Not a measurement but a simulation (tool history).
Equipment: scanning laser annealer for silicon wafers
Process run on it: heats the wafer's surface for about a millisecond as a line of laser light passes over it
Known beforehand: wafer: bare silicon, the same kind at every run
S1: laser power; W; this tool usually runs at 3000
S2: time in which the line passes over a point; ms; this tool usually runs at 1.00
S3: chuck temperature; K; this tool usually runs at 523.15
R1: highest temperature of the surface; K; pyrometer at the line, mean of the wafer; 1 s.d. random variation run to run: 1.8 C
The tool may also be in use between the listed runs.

{"run": 1, "day": 0.0, "S1": 3000, "S2": 1.0, "S3": 523.15, "R1": 1288.15}
{"run": 2, "day": 0.4, "S1": 3000, "S2": 1.0, "S3": 523.15, "R1": 1288.15}
{"run": 3, "day": 0.679, "S1": 3000, "S2": 1.0, "S3": 523.15, "R1": 1287.15}
{"run": 4, "day": 1.092, "S1": 3000, "S2": 1.0, "S3": 523.15, "R1": 1287.15}
{"run": 5, "day": 1.438, "S1": 3000, "S2": 1.0, "S3": 523.15, "R1": 1287.15}
{"run": 6, "day": 1.725, "S1": 3000, "S2": 1.0, "S3": 523.15, "R1": 1285.15}
{"run": 7, "day": 1.942, "S1": 3000, "S2": 1.0, "S3": 523.15, "R1": 1285.15}
{"run": 8, "day": 2.262, "S1": 3000, "S2": 1.0, "S3": 523.15, "R1": 1283.15}
{"run": 9, "day": 2.446, "S1": 3000, "S2": 1.0, "S3": 523.15, "R1": 1287.15}
{"run": 10, "day": 2.812, "S1": 3071, "S2": 0.72, "S3": 541.15, "R1": 1217.15}
{"day": 2.958, "done": "laser's power meter calibrated"}
{"run": 11, "day": 3.171, "S1": 2958, "S2": 1.12, "S3": 550.15, "R1": 1338.15}
{"run": 12, "day": 3.371, "S1": 2718, "S2": 1.0, "S3": 526.15, "R1": 1223.15}
{"run": 13, "day": 3.721, "S1": 3000, "S2": 0.78, "S3": 547.15, "R1": 1234.15}
{"run": 14, "day": 3.95, "S1": 2632, "S2": 0.71, "S3": 507.15, "R1": 1089.15}
{"run": 15, "day": 4.221, "S1": 2935, "S2": 1.21, "S3": 498.15, "R1": 1309.15}
{"run": 16, "day": 4.562, "S1": 2701, "S2": 1.0, "S3": 555.15, "R1": 1245.15}
{"run": 17, "day": 4.9, "S1": 2701, "S2": 1.0, "S3": 555.15, "R1": 1244.15}
{"run": 18, "day": 5.188, "S1": 2701, "S2": 1.0, "S3": 555.15, "R1": 1245.15}

Some steps in R1 between neighbouring runs. How much of each would the tool show without its hidden state too (settings, what came in, random variation), and how much is left for the hidden state, with any gauge scatter that isn't in both results?
The tool's hidden condition here consists of: light that passes the window, % of a clean one's; laser's true power over the reading, %; width of the line over the set one, %; drift of the gauge itself on peak_c, C.
Run 14 -> 15: S1 2632 -> 2935, S2 0.71 -> 1.21, S3 507.15 -> 498.15. R1 +220.00 K: hidden state -7.00, all else +227.00.
